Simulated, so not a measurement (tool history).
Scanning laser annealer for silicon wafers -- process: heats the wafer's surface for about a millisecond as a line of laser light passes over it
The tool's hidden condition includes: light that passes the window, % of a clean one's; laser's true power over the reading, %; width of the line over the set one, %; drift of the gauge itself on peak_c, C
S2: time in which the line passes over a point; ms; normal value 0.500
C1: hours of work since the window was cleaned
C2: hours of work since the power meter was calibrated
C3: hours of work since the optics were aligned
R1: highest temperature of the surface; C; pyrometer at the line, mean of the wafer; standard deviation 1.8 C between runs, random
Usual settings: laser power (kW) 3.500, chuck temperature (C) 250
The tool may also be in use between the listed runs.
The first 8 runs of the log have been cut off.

run 9 hour=206.1 | laser_power_(kW)=3.758 S2=0.500 chuck_temperature_(C)=250 | C1=550 C2=601 C3=550 | R1=1087
run 10 hour=231.8 | laser_power_(kW)=3.758 S2=0.500 chuck_temperature_(C)=250 | C1=566 C2=618 C3=566 | R1=1090
run 11 hour=260.6 | laser_power_(kW)=3.758 S2=0.500 chuck_temperature_(C)=250 | C1=585 C2=636 C3=585 | R1=1088
run 12 hour=289.3 | laser_power_(kW)=3.500 S2=0.500 chuck_temperature_(C)=250 | C1=603 C2=654 C3=603 | R1=1025
run 13 hour=316.8 | laser_power_(kW)=3.500 S2=0.500 chuck_temperature_(C)=250 | C1=621 C2=672 C3=621 | R1=1026
run 14 hour=349.3 | laser_power_(kW)=3.500 S2=0.500 chuck_temperature_(C)=250 | C1=642 C2=693 C3=642 | R1=1028
run 15 hour=371.5 | laser_power_(kW)=3.500 S2=0.500 chuck_temperature_(C)=250 | C1=656 C2=707 C3=656 | R1=1026
run 16 hour=396.6 | laser_power_(kW)=3.500 S2=0.500 chuck_temperature_(C)=250 | C1=672 C2=723 C3=672 | R1=1031
run 17 hour=431.8 | laser_power_(kW)=3.500 S2=0.500 chuck_temperature_(C)=250 | C1=694 C2=746 C3=694 | R1=1030
run 18 hour=461.7 | laser_power_(kW)=3.500 S2=0.500 chuck_temperature_(C)=250 | C1=714 C2=765 C3=714 | R1=1025
run 19 hour=496.2 | laser_power_(kW)=3.360 S2=0.353 chuck_temperature_(C)=275 | C1=736 C2=787 C3=736 | R1=896
run 20 hour=528.3 | laser_power_(kW)=3.360 S2=0.353 chuck_temperature_(C)=275 | C1=756 C2=807 C3=756 | R1=891
run 21 hour=558.2 | laser_power_(kW)=3.500 S2=0.368 chuck_temperature_(C)=281 | C1=775 C2=826 C3=775 | R1=940
run 22 hour=574.5 | laser_power_(kW)=3.612 S2=0.608 chuck_temperature_(C)=277 | C1=786 C2=837 C3=786 | R1=1169

The next listed run, before its measurement:
run 23 hour=610.7 | laser_power_(kW)=3.612 S2=0.608 chuck_temperature_(C)=277 | C1=809 C2=860 C3=809 | R1=?

R1: 1168 C
Take away the tool's hidden state, keep the run-to-run variation as it was, and the same run would have given R1 1169 C.
